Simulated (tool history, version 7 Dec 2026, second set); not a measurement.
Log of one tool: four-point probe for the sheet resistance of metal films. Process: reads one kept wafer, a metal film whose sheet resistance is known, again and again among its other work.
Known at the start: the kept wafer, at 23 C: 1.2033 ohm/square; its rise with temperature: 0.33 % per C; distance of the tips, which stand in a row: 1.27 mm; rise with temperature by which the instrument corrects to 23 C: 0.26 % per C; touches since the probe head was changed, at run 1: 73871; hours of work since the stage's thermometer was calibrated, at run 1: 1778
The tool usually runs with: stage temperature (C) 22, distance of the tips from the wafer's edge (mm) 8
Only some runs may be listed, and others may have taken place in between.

| run | hour | stage temperature (C) | distance of the tips from the wafer's edge (mm) | touches since the probe head was changed | hours of work since the stage's thermometer was calibrated | sheet resistance as the instrument gives it (ohm/square) |
|---|---|---|---|---|---|---|
| 1 | 0 | 22 | 8 | 73871 | 1778 | 1.214662 |
|  | 13.6 | stage's thermometer calibrated |
| 2 | 30.2 | 22 | 8 | 74803 | 9 | 1.214673 |
| 3 | 64.8 | 22 | 8 | 75888 | 28 | 1.214347 |
| 4 | 117.2 | 22 | 8 | 77530 | 57 | 1.21464 |
| 5 | 185.9 | 22 | 20 | 79684 | 96 | 1.200678 |
| 6 | 230.2 | 22 | 20 | 81071 | 120 | 1.200811 |
| 7 | 297 | 22 | 20 | 83168 | 157 | 1.200352 |
|  | 357.9 | stage's thermometer calibrated, once more |
| 8 | 365.5 | 22 | 20 | 85299 | 4 | 1.199488 |
| 9 | 429.6 | 22 | 8 | 87308 | 40 | 1.212772 |
| 10 | 472.7 | 19 | 8 | 88658 | 64 | 1.210509 |
| 11 | 541.8 | 22 | 8 | 90826 | 102 | 1.212362 |
| 12 | 595.9 | 22 | 8 | 92521 | 132 | 1.213012 |
| 13 | 644.4 | 22 | 8 | 94042 | 159 | 1.213141 |
| 14 | 681.3 | 22 | 8 | 95200 | 179 | 1.212753 |
| 15 | 746.2 | 26 | 19 | 97233 | 215 | 1.203083 |

The next listed run, before its measurement:
| 16 | 803.4 | 20 | 52 | 99028 | 247 | ? |

sheet resistance as the instrument gives it (ohm/square): 1.19571
Were there no unlogged condition in the tool, this run, its random variation unchanged, would have produced sheet resistance as the instrument gives it (ohm/square) 1.201601.
